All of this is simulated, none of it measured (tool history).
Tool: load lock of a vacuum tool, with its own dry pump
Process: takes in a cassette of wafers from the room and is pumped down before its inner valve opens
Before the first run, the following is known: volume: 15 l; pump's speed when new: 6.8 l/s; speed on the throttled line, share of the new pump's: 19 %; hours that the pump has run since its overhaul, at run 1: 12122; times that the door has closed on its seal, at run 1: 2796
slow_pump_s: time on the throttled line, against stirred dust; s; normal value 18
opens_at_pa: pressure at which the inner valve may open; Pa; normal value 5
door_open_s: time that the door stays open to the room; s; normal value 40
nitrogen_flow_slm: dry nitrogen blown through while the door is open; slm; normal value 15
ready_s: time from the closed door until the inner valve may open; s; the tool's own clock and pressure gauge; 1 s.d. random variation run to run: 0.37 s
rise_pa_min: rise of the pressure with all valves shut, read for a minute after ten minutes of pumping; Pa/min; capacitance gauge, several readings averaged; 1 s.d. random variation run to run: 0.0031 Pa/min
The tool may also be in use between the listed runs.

| run | day | slow_pump_s | opens_at_pa | door_open_s | nitrogen_flow_slm | hours that the pump has run since its overhaul | times that the door has closed on its seal | incoming humidity of the room's air, % | ready_s | rise_pa_min |
|---|---|---|---|---|---|---|---|---|---|---|
| 1 | 0.000 | 18 | 5 | 40 | 15 | 12122 | 2796 | 46.7 | 41.6 | 0.090 |
|  | 1.571 | dry pump taken out, an overhauled one fitted |
| 2 | 13.854 | 18 | 5 | 40 | 15 | 295 | 3380 | 47.2 | 37.0 | 0.099 |
| 3 | 24.804 | 18 | 5 | 40 | 15 | 558 | 3850 | 44.2 | 36.9 | 0.100 |
| 4 | 36.596 | 15 | 5 | 40 | 15 | 841 | 4357 | 43.4 | 34.8 | 0.115 |
| 5 | 50.396 | 15 | 5 | 40 | 15 | 1172 | 4950 | 47.1 | 34.5 | 0.126 |
| 6 | 64.229 | 15 | 5 | 40 | 15 | 1504 | 5544 | 45.0 | 35.0 | 0.134 |
| 7 | 77.121 | 15 | 5 | 40 | 15 | 1813 | 6097 | 43.3 | 35.0 | 0.142 |
| 8 | 90.958 | 15 | 5 | 29 | 15 | 2145 | 6692 | 43.1 | 35.1 | 0.144 |
| 9 | 105.100 | 15 | 5 | 29 | 15 | 2485 | 7299 | 50.2 | 35.3 | 0.158 |
| 10 | 115.850 | 15 | 5 | 117 | 15 | 2743 | 7761 | 48.5 | 36.0 | 0.210 |
| 11 | 125.812 | 15 | 5 | 117 | 15 | 2982 | 8188 | 43.6 | 35.2 | 0.212 |
| 12 | 135.358 | 15 | 5 | 117 | 15 | 3211 | 8598 | 45.6 | 35.2 | 0.226 |
| 13 | 145.800 | 18 | 5 | 40 | 10 | 3461 | 9047 | 41.3 | 38.0 | 0.195 |
| 14 | 157.308 | 18 | 5 | 40 | 10 | 3738 | 9541 | 47.1 | 38.4 | 0.212 |
| 15 | 168.112 | 18 | 5 | 40 | 15 | 3997 | 10005 | 41.6 | 38.1 | 0.212 |
| 16 | 175.042 | 18 | 5 | 40 | 15 | 4163 | 10303 | 46.2 | 38.3 | 0.216 |
| 17 | 189.383 | 18 | 5 | 79 | 15 | 4508 | 10918 | 46.5 | 38.8 | 0.255 |
| 18 | 203.925 | 18 | 5 | 123 | 15 | 4857 | 11543 | 45.6 | 38.6 | 0.286 |
| 19 | 212.146 | 23 | 5 | 40 | 5 | 5054 | 11896 | 44.3 | 43.0 | 0.284 |
| 20 | 225.246 | 18 | 6 | 40 | 15 | 5368 | 12459 | 46.0 | 37.8 | 0.280 |
| 21 | 238.275 | 21 | 5 | 40 | 12 | 5681 | 13018 | 44.1 | 41.2 | 0.284 |
| 22 | 249.121 | 21 | 5 | 40 | 12 | 5941 | 13484 | 48.1 | 41.1 | 0.314 |
| 23 | 256.238 | 10 | 4 | 29 | 12 | 6112 | 13790 | 44.8 | 34.4 | 0.302 |
| 24 | 269.921 | 28 | 5 | 40 | 15 | 6440 | 14377 | 49.5 | 47.7 | 0.337 |
| 25 | 284.738 | 10 | 8 | 40 | 15 | 6796 | 15014 | 43.8 | 31.6 | 0.343 |
| 26 | 295.992 | 10 | 8 | 40 | 15 | 7066 | 15497 | 45.7 | 31.7 | 0.357 |
| 27 | 302.771 | 36 | 4 | 52 | 5 | 7229 | 15788 | 43.5 | 55.3 | 0.396 |
| 28 | 311.771 | 36 | 4 | 52 | 5 | 7445 | 16175 | 45.5 | 54.2 | 0.412 |
| 29 | 325.017 | 29 | 5 | 52 | 5 | 7763 | 16743 | 44.0 | 47.9 | 0.423 |

Below, some changes in ready_s between adjacent runs. For each, the amount present without the hidden state too (settings, incoming material, random variation) and the amount remaining for the hidden state with gauge scatter not shared by both compared results:
Hidden state at play: pump's speed, % of a new pump's; leak at the door's seal, Pa l/s; drift of the gauge itself on ready_s, %; drift of the gauge itself on rise_pa_min, %.
Run 1 -> 2: dry pump taken out, an overhauled one fitted. ready_s -4.6 s: hidden state -4.9, all else +0.3.
Run 22 -> 23: slow_pump_s 21 -> 10, opens_at_pa 5 -> 4, door_open_s 40 -> 29. ready_s -6.7 s: hidden state +0.4, all else -7.1.
Run 24 -> 25: slow_pump_s 28 -> 10, opens_at_pa 5 -> 8. ready_s -16.1 s: hidden state +0.4, all else -16.5.
Run 26 -> 27: slow_pump_s 10 -> 36, opens_at_pa 8 -> 4, door_open_s 40 -> 52, nitrogen_flow_slm 15 -> 5. ready_s +23.6 s: hidden state -0.4, all else +24.0.

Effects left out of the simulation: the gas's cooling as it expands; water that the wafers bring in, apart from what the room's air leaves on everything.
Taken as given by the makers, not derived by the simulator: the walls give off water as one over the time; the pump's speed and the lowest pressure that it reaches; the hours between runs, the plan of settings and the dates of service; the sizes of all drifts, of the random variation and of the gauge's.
